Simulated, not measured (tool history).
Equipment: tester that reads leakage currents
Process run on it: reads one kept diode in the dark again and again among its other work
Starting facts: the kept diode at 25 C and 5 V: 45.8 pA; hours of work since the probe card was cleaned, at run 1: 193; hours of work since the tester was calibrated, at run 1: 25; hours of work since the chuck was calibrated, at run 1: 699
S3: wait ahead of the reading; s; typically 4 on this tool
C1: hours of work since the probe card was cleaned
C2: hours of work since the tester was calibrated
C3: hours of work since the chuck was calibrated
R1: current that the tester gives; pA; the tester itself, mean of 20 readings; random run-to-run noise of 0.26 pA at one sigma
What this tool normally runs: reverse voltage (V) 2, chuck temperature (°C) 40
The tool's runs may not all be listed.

{"run": 1, "hour": 0.0, "reverse voltage (V)": 2, "chuck temperature (°C)": 40, "S3": 4, "C1": 193, "C2": 25, "C3": 699, "R1": 85.91}
{"run": 2, "hour": 81.6, "reverse voltage (V)": 2, "chuck temperature (°C)": 40, "S3": 4, "C1": 235, "C2": 67, "C3": 741, "R1": 87.15}
{"run": 3, "hour": 133.6, "reverse voltage (V)": 2, "chuck temperature (°C)": 40, "S3": 4, "C1": 261, "C2": 94, "C3": 768, "R1": 86.69}
{"run": 4, "hour": 212.0, "reverse voltage (V)": 2, "chuck temperature (°C)": 40, "S3": 4, "C1": 302, "C2": 134, "C3": 808, "R1": 86.7}
{"run": 5, "hour": 321.5, "reverse voltage (V)": 2, "chuck temperature (°C)": 40, "S3": 4, "C1": 358, "C2": 191, "C3": 865, "R1": 86.48}
{"hour": 361.8, "done": "chuck's temperature calibrated"}
{"run": 6, "hour": 443.2, "reverse voltage (V)": 2, "chuck temperature (°C)": 40, "S3": 4, "C1": 420, "C2": 252, "C3": 42, "R1": 86.24}
{"run": 7, "hour": 565.8, "reverse voltage (V)": 2, "chuck temperature (°C)": 40, "S3": 4, "C1": 483, "C2": 315, "C3": 105, "R1": 86.44}
{"run": 8, "hour": 652.4, "reverse voltage (V)": 2, "chuck temperature (°C)": 40, "S3": 4, "C1": 527, "C2": 360, "C3": 149, "R1": 86.65}
{"run": 9, "hour": 758.6, "reverse voltage (V)": 2, "chuck temperature (°C)": 40, "S3": 4, "C1": 582, "C2": 414, "C3": 204, "R1": 87.01}
{"run": 10, "hour": 869.9, "reverse voltage (V)": 2, "chuck temperature (°C)": 40, "S3": 4, "C1": 639, "C2": 472, "C3": 261, "R1": 86.52}
{"run": 11, "hour": 951.1, "reverse voltage (V)": 2, "chuck temperature (°C)": 40, "S3": 7.01, "C1": 681, "C2": 513, "C3": 303, "R1": 86.48}
{"run": 12, "hour": 1033.3, "reverse voltage (V)": 2, "chuck temperature (°C)": 40, "S3": 7.01, "C1": 723, "C2": 556, "C3": 345, "R1": 86.58}
{"run": 13, "hour": 1093.0, "reverse voltage (V)": 2, "chuck temperature (°C)": 40, "S3": 0.7, "C1": 754, "C2": 586, "C3": 376, "R1": 87.5}
{"run": 14, "hour": 1181.6, "reverse voltage (V)": 3.59, "chuck temperature (°C)": 40, "S3": 4, "C1": 799, "C2": 632, "C3": 422, "R1": 118.44}
{"run": 15, "hour": 1271.0, "reverse voltage (V)": 3.59, "chuck temperature (°C)": 29, "S3": 4, "C1": 845, "C2": 678, "C3": 468, "R1": 52.31}
{"run": 16, "hour": 1394.0, "reverse voltage (V)": 2, "chuck temperature (°C)": 40, "S3": 0.58, "C1": 909, "C2": 741, "C3": 531, "R1": 86.61}
{"run": 17, "hour": 1470.5, "reverse voltage (V)": 2, "chuck temperature (°C)": 40, "S3": 0.58, "C1": 948, "C2": 780, "C3": 570, "R1": 87.66}
{"run": 18, "hour": 1577.2, "reverse voltage (V)": 2, "chuck temperature (°C)": 47, "S3": 0.58, "C1": 1003, "C2": 835, "C3": 625, "R1": 142.41}
{"run": 19, "hour": 1665.9, "reverse voltage (V)": 2, "chuck temperature (°C)": 47, "S3": 0.58, "C1": 1048, "C2": 881, "C3": 671, "R1": 142.92}
{"run": 20, "hour": 1747.5, "reverse voltage (V)": 2, "chuck temperature (°C)": 47, "S3": 0.58, "C1": 1090, "C2": 923, "C3": 713, "R1": 141.95}
{"run": 21, "hour": 1800.4, "reverse voltage (V)": 2, "chuck temperature (°C)": 27, "S3": 3.86, "C1": 1118, "C2": 950, "C3": 740, "R1": 32.92}
{"run": 22, "hour": 1851.7, "reverse voltage (V)": 2, "chuck temperature (°C)": 40, "S3": 4.26, "C1": 1144, "C2": 976, "C3": 766, "R1": 86.44}
{"run": 23, "hour": 1917.4, "reverse voltage (V)": 1.87, "chuck temperature (°C)": 28, "S3": 4.26, "C1": 1178, "C2": 1010, "C3": 800, "R1": 34.28}
{"run": 24, "hour": 1993.6, "reverse voltage (V)": 1.87, "chuck temperature (°C)": 28, "S3": 4.26, "C1": 1217, "C2": 1049, "C3": 839, "R1": 34.27}
{"hour": 2080.0, "done": "chuck's temperature calibrated"}
{"run": 25, "hour": 2096.8, "reverse voltage (V)": 6.6, "chuck temperature (°C)": 40, "S3": 9.35, "C1": 1269, "C2": 1101, "C3": 9, "R1": 163.76}
{"run": 26, "hour": 2219.5, "reverse voltage (V)": 2.09, "chuck temperature (°C)": 31, "S3": 9.48, "C1": 1332, "C2": 1165, "C3": 72, "R1": 45.99}
{"run": 27, "hour": 2325.0, "reverse voltage (V)": 2.09, "chuck temperature (°C)": 31, "S3": 9.48, "C1": 1386, "C2": 1219, "C3": 126, "R1": 45.89}
{"run": 28, "hour": 2436.3, "reverse voltage (V)": 2.55, "chuck temperature (°C)": 54, "S3": 1.49, "C1": 1444, "C2": 1276, "C3": 183, "R1": 257.63}
{"run": 29, "hour": 2486.4, "reverse voltage (V)": 14.65, "chuck temperature (°C)": 25, "S3": 4, "C1": 1469, "C2": 1302, "C3": 209, "R1": 82.83}
{"run": 30, "hour": 2541.1, "reverse voltage (V)": 14.65, "chuck temperature (°C)": 42, "S3": 0.82, "C1": 1497, "C2": 1330, "C3": 237, "R1": 297.66}
{"run": 31, "hour": 2656.7, "reverse voltage (V)": 14.65, "chuck temperature (°C)": 42, "S3": 0.82, "C1": 1557, "C2": 1389, "C3": 297, "R1": 295.34}
{"run": 32, "hour": 2719.8, "reverse voltage (V)": 14.65, "chuck temperature (°C)": 42, "S3": 1.8, "C1": 1589, "C2": 1422, "C3": 329, "R1": 291.66}
{"run": 33, "hour": 2774.8, "reverse voltage (V)": 14.81, "chuck temperature (°C)": 39, "S3": 3.54, "C1": 1618, "C2": 1450, "C3": 357, "R1": 238.83}
{"run": 34, "hour": 2854.7, "reverse voltage (V)": 14.81, "chuck temperature (°C)": 39, "S3": 3.54, "C1": 1659, "C2": 1491, "C3": 398, "R1": 237.01}
{"run": 35, "hour": 2962.3, "reverse voltage (V)": 1.24, "chuck temperature (°C)": 40, "S3": 4, "C1": 1714, "C2": 1547, "C3": 454, "R1": 66.85}
{"run": 36, "hour": 3016.9, "reverse voltage (V)": 1.24, "chuck temperature (°C)": 40, "S3": 4, "C1": 1742, "C2": 1575, "C3": 482, "R1": 66.74}
{"run": 37, "hour": 3108.1, "reverse voltage (V)": 1.91, "chuck temperature (°C)": 21, "S3": 0.33, "C1": 1789, "C2": 1622, "C3": 529, "R1": 21.58}
{"run": 38, "hour": 3181.0, "reverse voltage (V)": 1.91, "chuck temperature (°C)": 21, "S3": 0.33, "C1": 1827, "C2": 1659, "C3": 566, "R1": 21.71}
{"run": 39, "hour": 3244.7, "reverse voltage (V)": 8.23, "chuck temperature (°C)": 22, "S3": 0.33, "C1": 1859, "C2": 1692, "C3": 599, "R1": 54.55}

4 ways to go on from here, each from the tool as it stands after run 39. What would each give?
{"run": "A", "hour": 3327.5, "reverse voltage (V)": 2.91, "chuck temperature (°C)": 29, "S3": 0.33, "C1": 1902, "C2": 1734, "C3": 642, "R1": "?"}
{"run": "B", "hour": 3327.5, "reverse voltage (V)": 8.23, "chuck temperature (°C)": 32, "S3": 0.33, "C1": 1902, "C2": 1734, "C3": 642, "R1": "?"}
{"run": "C", "hour": 3327.5, "reverse voltage (V)": 6.54, "chuck temperature (°C)": 58, "S3": 3.07, "C1": 1902, "C2": 1734, "C3": 642, "R1": "?"}
{"run": "D", "hour": 3327.5, "reverse voltage (V)": 3.18, "chuck temperature (°C)": 22, "S3": 0.33, "C1": 1902, "C2": 1734, "C3": 642, "R1": "?"}

run=A R1=49.72
run=B R1=110.2
run=C R1=551.61
run=D R1=31.11
What these runs would have given with no unlogged condition in the tool:
run=A R1=49.66
run=B R1=110.02
run=C R1=551.34
run=D R1=31.04

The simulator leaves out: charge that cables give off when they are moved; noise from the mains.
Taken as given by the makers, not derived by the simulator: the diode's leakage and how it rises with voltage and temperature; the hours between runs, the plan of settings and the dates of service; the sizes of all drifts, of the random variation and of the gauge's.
